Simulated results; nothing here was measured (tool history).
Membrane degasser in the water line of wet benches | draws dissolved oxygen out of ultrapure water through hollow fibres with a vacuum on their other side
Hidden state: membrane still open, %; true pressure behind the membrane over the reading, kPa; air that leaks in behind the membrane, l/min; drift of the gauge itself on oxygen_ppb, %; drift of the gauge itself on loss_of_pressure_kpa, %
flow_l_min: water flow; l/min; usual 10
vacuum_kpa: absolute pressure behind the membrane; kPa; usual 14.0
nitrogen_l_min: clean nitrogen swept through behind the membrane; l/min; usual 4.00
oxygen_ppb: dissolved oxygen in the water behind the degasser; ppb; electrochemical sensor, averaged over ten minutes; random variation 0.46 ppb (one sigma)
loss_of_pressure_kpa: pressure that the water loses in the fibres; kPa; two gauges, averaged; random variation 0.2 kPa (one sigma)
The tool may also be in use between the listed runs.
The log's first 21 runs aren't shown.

run    hour  flow_l_min  vacuum_kpa  nitrogen_l_min  hours since the membrane was changed  hours since the vacuum gauge was calibrated  hours since the vacuum lines were made tight  oxygen_ppb  loss_of_pressure_kpa
 22  3932.3          11        16.3           10.82                                 10561                                         7570                                          4141        41.2                 77.22
     4069.4  -- vacuum gauge calibrated
 23  4070.9          10        13.2            3.00                                 10699                                            2                                          4279        88.0                 69.92
 24  4342.2          10        13.2            3.00                                 10970                                          273                                          4551        85.9                 70.06
 25  4558.9           6        31.5           10.45                                 11187                                          490                                          4767        41.1                 42.06
 26  4799.1           6        15.1           10.45                                 11427                                          730                                          5008        18.1                 41.88
 27  5015.2          11        26.0            8.64                                 11643                                          946                                          5224        81.1                 76.96
 28  5300.1           7        29.2            8.64                                 11928                                         1231                                          5509        53.6                 48.65
 29  5435.8           8        12.1           11.61                                 12064                                         1366                                          5644        17.6                 55.81
 30  5671.0           8        10.6            3.94                                 12299                                         1602                                          5879        39.8                 55.75
 31  5826.5          10        30.0            2.20                                 12455                                         1757                                          6035       293.4                 69.84
 32  5970.3          10        30.0            2.20                                 12598                                         1901                                          6179       296.9                 70.16
 33  6184.6          10        30.0            2.20                                 12813                                         2115                                          6393       295.0                 70.02

3 ways to go on from here, each from the tool as it stands after run 33. What would each give?
  A  6434.5           7        31.0            2.06                                 13063                                         2365                                          6643           ?                     ?
  B  6434.5          14        20.6            2.20                                 13063                                         2365                                          6643           ?                     ?
  C  6434.5           8        13.6            1.90                                 13063                                         2365                                          6643           ?                     ?

run  oxygen_ppb  loss_of_pressure_kpa
  A       230.7                 49.16
  B       275.1                 97.88
  C       108.2                 55.98
Without the tool's hidden state the same runs would have given:
run  oxygen_ppb  loss_of_pressure_kpa
  A       230.3                 49.11
  B       274.8                 97.78
  C       108.0                 55.93
